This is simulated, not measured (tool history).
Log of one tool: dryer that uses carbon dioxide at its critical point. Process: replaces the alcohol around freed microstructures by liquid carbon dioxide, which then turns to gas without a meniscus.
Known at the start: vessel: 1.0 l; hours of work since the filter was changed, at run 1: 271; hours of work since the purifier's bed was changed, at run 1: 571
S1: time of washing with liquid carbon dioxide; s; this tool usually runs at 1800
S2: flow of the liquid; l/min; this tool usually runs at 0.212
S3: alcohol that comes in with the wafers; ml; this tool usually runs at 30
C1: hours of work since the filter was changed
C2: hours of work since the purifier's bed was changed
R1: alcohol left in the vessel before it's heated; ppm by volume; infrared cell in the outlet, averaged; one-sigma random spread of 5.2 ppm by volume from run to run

run,hour,S1,S2,S3,C1,C2,R1
1,0,1800,0.212,30,271,571,204
2,31.4,1800,0.326,30,285,585,106
3,58.8,1800,0.326,30,297,597,98
4,90,1800,0.212,30,311,611,217
5,109.8,1800,0.212,30,320,620,214
6,124.7,1800,0.212,30,327,627,212
7,155.5,1800,0.212,30,341,641,220
8,185.3,1800,0.212,30,354,654,219
9,218.7,1800,0.212,30,369,669,232
10,242.1,1800,0.212,30,380,680,233
11,267.5,1380,0.143,23,391,691,1412
12,291.3,1440,0.131,43,402,702,2815
13,323.2,1740,0.29,44,416,716,146
14,345.3,1740,0.29,44,426,726,140
15,370.9,1740,0.29,44,438,738,148
# hour 385.3: inlet filter changed
16,397.5,1560,0.161,42,6,749,975
17,417.7,1380,0.347,30,15,758,130
18,448.6,1380,0.347,30,28,772,134
19,468,1380,0.347,30,37,781,129
20,496.2,1380,0.347,30,50,794,139

Each row is a separate what-if for the run after 20, all from the same tool condition, not one after another. Results?
A,528.7,1320,0.347,30,64,808,?
B,528.7,1380,0.347,24,64,808,?
C,528.7,1800,0.212,46,64,808,?
D,528.7,1800,0.297,20,64,808,?
E,528.7,1800,0.243,30,64,808,?

run,R1
A,159
B,140
C,259
D,133
E,162
Without the tool's unlogged condition, the same runs would have read:
run,R1
A,42
B,28
C,140
D,20
E,46
